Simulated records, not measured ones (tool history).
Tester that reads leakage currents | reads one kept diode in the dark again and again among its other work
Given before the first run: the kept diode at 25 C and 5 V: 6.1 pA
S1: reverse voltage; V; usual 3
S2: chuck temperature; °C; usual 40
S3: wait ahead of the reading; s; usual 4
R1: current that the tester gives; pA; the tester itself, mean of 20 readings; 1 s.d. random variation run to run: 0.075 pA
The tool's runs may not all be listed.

| run | hour | S1 | S2 | S3 | R1 |
|---|---|---|---|---|---|
| 1 | 0 | 3 | 40 | 4 | 25.55 |
| 2 | 120.4 | 3 | 40 | 4 | 26.23 |
| 3 | 201.3 | 3 | 40 | 4 | 26.65 |
|  | 229.2 | probe card cleaned and baked |
|  | 285.4 | chuck's temperature calibrated |
| 4 | 319.3 | 3 | 40 | 4 | 19.46 |
| 5 | 395.4 | 3 | 40 | 4 | 19.91 |
| 6 | 515.2 | 3 | 40 | 4 | 20.55 |
| 7 | 645.1 | 3 | 40 | 4 | 21.11 |
| 8 | 748.3 | 3 | 40 | 4 | 21.79 |
| 9 | 825.7 | 3 | 40 | 4 | 22.08 |
| 10 | 917.1 | 3 | 40 | 4 | 22.77 |
| 11 | 1016.6 | 3 | 40 | 4 | 23.17 |
| 12 | 1146 | 3 | 40 | 4 | 23.75 |
| 13 | 1231.9 | 3 | 40 | 4 | 24.44 |
|  | 1344.3 | chuck's temperature calibrated |
| 14 | 1348.3 | 2.11 | 40 | 4 | 18.64 |
| 15 | 1413.9 | 2.11 | 40 | 4 | 19.11 |
| 16 | 1532.5 | 2.11 | 40 | 4 | 19.5 |
| 17 | 1600.2 | 2.11 | 40 | 4 | 19.82 |
| 18 | 1722.9 | 3 | 25 | 4 | 10.76 |
|  | 1765.9 | tester calibrated |
|  | 1813.5 | probe card cleaned and baked |
| 19 | 1843.8 | 3 | 25 | 4 | 5.03 |
| 20 | 1964 | 3 | 25 | 4 | 5.57 |
| 21 | 2060.8 | 3 | 25 | 4 | 6.03 |
| 22 | 2186.8 | 3.29 | 33 | 0.81 | 13.38 |
| 23 | 2259.1 | 3.29 | 33 | 0.81 | 13.8 |
| 24 | 2345.9 | 3 | 40 | 0.37 | 23.49 |
|  | 2409.3 | chuck's temperature calibrated |
| 25 | 2429.6 | 3 | 26 | 0.92 | 8.22 |
| 26 | 2511.7 | 13.89 | 40 | 4.96 | 56 |
| 27 | 2575.6 | 13.89 | 40 | 1.19 | 59.35 |
| 28 | 2635.3 | 13.89 | 40 | 1.19 | 60.35 |
| 29 | 2709.6 | 3 | 23 | 0.68 | 8.36 |
| 30 | 2810.6 | 1.92 | 23 | 0.7 | 6.16 |
| 31 | 2873.4 | 1.92 | 23 | 0.7 | 6.47 |
| 32 | 2985 | 11.01 | 47 | 2.04 | 89.03 |
| 33 | 3047.9 | 1.27 | 20 | 0.64 | 4.38 |
| 34 | 3122.3 | 17.25 | 20 | 4.99 | 37.73 |
| 35 | 3191.7 | 17.25 | 20 | 4.99 | 39.56 |
| 36 | 3264.4 | 9.21 | 40 | 1.2 | 55.38 |
|  | 3394.2 | probe card cleaned and baked |
| 37 | 3396.1 | 1.29 | 50 | 4 | 30.67 |
|  | 3467.4 | chuck's temperature calibrated |
| 38 | 3488 | 1.29 | 39 | 4 | 11.37 |
| 39 | 3589.6 | 2.05 | 40 | 7.46 | 15.97 |

Predict each of these 4 candidate next runs independently; none follows another, all start after run 39:
| A | 3685.1 | 3 | 23 | 4 | ? |
| B | 3685.1 | 6.41 | 51 | 5.66 | ? |
| C | 3685.1 | 8.44 | 40 | 4.04 | ? |
| D | 3685.1 | 3 | 23 | 0.4 | ? |

| run | R1 |
|---|---|
| A | 5.33 |
| B | 75.73 |
| C | 36.73 |
| D | 6.45 |
The same runs, with their run-to-run variation unchanged, on a tool lacking any hidden condition would have given:
| run | R1 |
|---|---|
| A | 4.08 |
| B | 71.5 |
| C | 32.68 |
| D | 5.2 |
